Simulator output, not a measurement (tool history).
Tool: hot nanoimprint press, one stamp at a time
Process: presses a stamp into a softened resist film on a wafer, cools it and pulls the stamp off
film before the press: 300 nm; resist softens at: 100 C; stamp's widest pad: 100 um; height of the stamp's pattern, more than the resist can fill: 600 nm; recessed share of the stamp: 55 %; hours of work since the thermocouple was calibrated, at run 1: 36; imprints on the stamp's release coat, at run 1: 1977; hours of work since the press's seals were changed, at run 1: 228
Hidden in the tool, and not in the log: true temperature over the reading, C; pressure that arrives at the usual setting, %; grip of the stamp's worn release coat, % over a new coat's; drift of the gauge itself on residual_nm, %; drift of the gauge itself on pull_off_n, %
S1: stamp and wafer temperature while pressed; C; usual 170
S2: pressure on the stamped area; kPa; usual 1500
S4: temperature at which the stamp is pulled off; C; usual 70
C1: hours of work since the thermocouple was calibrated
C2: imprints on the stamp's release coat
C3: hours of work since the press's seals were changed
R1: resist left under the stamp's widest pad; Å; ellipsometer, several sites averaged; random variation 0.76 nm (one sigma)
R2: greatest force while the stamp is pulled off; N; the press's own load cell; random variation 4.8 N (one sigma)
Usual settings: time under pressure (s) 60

Run 1, hour 0.0: usual settings; C1 36; C2 1977; C3 228. Result: R1 1353 Å, R2 336 N.
Run 2, hour 9.0: usual settings but S2 1950 kPa; C1 42; C2 2015; C3 234. Result: R1 1204 Å, R2 343 N.
Run 3, hour 14.4: usual settings; C1 45; C2 2038; C3 238. Result: R1 1340 Å, R2 345 N.
Run 4, hour 19.5: usual settings but S2 2390 kPa; C1 49; C2 2060; C3 241. Result: R1 1099 Å, R2 344 N.
Run 5, hour 28.4: usual settings but S2 2390 kPa; C1 54; C2 2098; C3 247. Result: R1 1105 Å, R2 345 N.
Run 6, hour 34.0: usual settings but S4 62 C; C1 58; C2 2122; C3 251. Result: R1 1339 Å, R2 422 N.
Run 7, hour 39.6: usual settings; C1 62; C2 2146; C3 254. Result: R1 1341 Å, R2 353 N.
Run 8, hour 47.7: usual settings; C1 67; C2 2180; C3 260. Result: R1 1332 Å, R2 355 N.
Run 9, hour 54.2: usual settings; C1 72; C2 2208; C3 264. Result: R1 1339 Å, R2 355 N.
Run 10, hour 58.7: usual settings; C1 75; C2 2227; C3 267. Result: R1 1341 Å, R2 358 N.
Run 11, hour 65.3: usual settings; C1 79; C2 2255; C3 271. Result: R1 1335 Å, R2 359 N.
Run 12, hour 70.4: usual settings but S1 176 C; C1 82; C2 2277; C3 275. Result: R1 990 Å, R2 363 N.
Run 13, hour 78.5: usual settings; C1 88; C2 2312; C3 280. Result: R1 1322 Å, R2 359 N.
Run 14, hour 83.4: usual settings but S4 66 C; C1 91; C2 2333; C3 283. Result: R1 1334 Å, R2 396 N.
Run 15, hour 88.0: usual settings but S2 1190 kPa; C1 94; C2 2352; C3 286. Result: R1 1467 Å, R2 365 N.
Run 16, hour 92.4: usual settings but S1 166 C, S2 1660 kPa, time under pressure (s) 82, S4 65 C; C1 97; C2 2371; C3 289. Result: R1 1383 Å, R2 421 N.
Run 17, hour 102.0: usual settings but S2 1160 kPa, time under pressure (s) 43, S4 65 C; C1 103; C2 2412; C3 296. Result: R1 1669 Å, R2 431 N.
At hour 111.0: stamp cleaned and given a new release coat.
Run 18, hour 115.7: usual settings but S1 161 C, S2 1470 kPa; C1 108; C2 20; C3 301. Result: R1 1989 Å, R2 231 N.
Run 19, hour 121.4: usual settings but S1 179 C, S2 1080 kPa, time under pressure (s) 45, S4 68 C; C1 112; C2 44; C3 305. Result: R1 1123 Å, R2 249 N.
Run 20, hour 125.9: usual settings but S1 179 C, S2 1080 kPa, time under pressure (s) 45, S4 68 C; C1 115; C2 64; C3 308. Result: R1 1131 Å, R2 251 N.
Run 21, hour 131.4: usual settings but S1 179 C, time under pressure (s) 42, S4 68 C; C1 119; C2 87; C3 311. Result: R1 1001 Å, R2 253 N.
Run 22, hour 137.4: usual settings but S1 179 C, time under pressure (s) 42, S4 68 C; C1 123; C2 113; C3 315. Result: R1 994 Å, R2 253 N.
Run 23, hour 146.3: usual settings but S1 179 C, time under pressure (s) 42, S4 68 C; C1 129; C2 150; C3 321. Result: R1 988 Å, R2 247 N.
Run 24, hour 153.3: usual settings but S1 176 C, S2 1240 kPa, time under pressure (s) 35, S4 65 C; C1 133; C2 181; C3 326. Result: R1 1345 Å, R2 266 N.
Run 25, hour 161.5: usual settings but S1 168 C, S2 990 kPa, time under pressure (s) 37, S4 77 C; C1 139; C2 215; C3 331. Result: R1 1965 Å, R2 188 N.
Run 26, hour 169.7: usual settings but S1 160 C, S2 1900 kPa, time under pressure (s) 44, S4 63 C; C1 144; C2 250; C3 337. Result: R1 2115 Å, R2 295 N.

Forecast run 27:
Run 27, hour 178.6: usual settings but S1 160 C, S2 1410 kPa, time under pressure (s) 44, S4 63 C; C1 150; C2 288; C3 342. Result: R1 ?, R2 ?.

R1: 2260 Å
R2: 295 N
Without the tool's hidden state the same run would have given R1 2289 Å, R2 281 N.
